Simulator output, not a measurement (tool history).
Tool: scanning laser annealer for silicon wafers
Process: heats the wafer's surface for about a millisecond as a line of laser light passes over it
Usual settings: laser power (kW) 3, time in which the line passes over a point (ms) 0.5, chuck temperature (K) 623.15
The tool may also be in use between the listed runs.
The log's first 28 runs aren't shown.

| run | hour | laser power (kW) | time in which the line passes over a point (ms) | chuck temperature (K) | hours of work since the window was cleaned | hours of work since the power meter was calibrated | hours of work since the optics were aligned | highest temperature of the surface (K) |
|---|---|---|---|---|---|---|---|---|
| 29 | 325 | 3.258 | 0.5 | 662.15 | 387 | 543 | 726 | 1513.15 |
| 30 | 333 | 3.258 | 0.472 | 662.15 | 393 | 548 | 731 | 1484.15 |
| 31 | 343.3 | 2.633 | 0.5 | 651.15 | 400 | 555 | 738 | 1335.15 |
| 32 | 351 | 3 | 0.458 | 623.15 | 405 | 560 | 743 | 1364.15 |
| 33 | 367.3 | 3 | 0.5 | 610.15 | 415 | 571 | 754 | 1387.15 |
| 34 | 377.7 | 3 | 0.5 | 589.15 | 422 | 578 | 761 | 1368.15 |
| 35 | 389.5 | 3 | 0.417 | 618.15 | 430 | 586 | 769 | 1322.15 |
| 36 | 402.2 | 3 | 0.417 | 618.15 | 439 | 595 | 777 | 1321.15 |
| 37 | 416.8 | 3 | 0.454 | 630.15 | 448 | 604 | 787 | 1367.15 |
| 38 | 431.3 | 3 | 0.454 | 630.15 | 458 | 614 | 796 | 1369.15 |
| 39 | 446 | 3.04 | 0.495 | 637.15 | 468 | 624 | 806 | 1424.15 |
| 40 | 459.7 | 2.553 | 0.441 | 652.15 | 477 | 633 | 815 | 1265.15 |

3 ways to go on from here, each from the tool as it stands after run 40. What would each give?
| A | 471.6 | 3.158 | 0.57 | 638.15 | 485 | 641 | 823 | ? |
| B | 471.6 | 3.146 | 0.468 | 624.15 | 485 | 641 | 823 | ? |
| C | 471.6 | 2.553 | 0.441 | 593.15 | 485 | 641 | 823 | ? |

| run | highest temperature of the surface (K) |
|---|---|
| A | 1519.15 |
| B | 1414.15 |
| C | 1205.15 |
Without the tool's hidden state the same runs would have given:
| run | highest temperature of the surface (K) |
|---|---|
| A | 1541.15 |
| B | 1433.15 |
| C | 1220.15 |
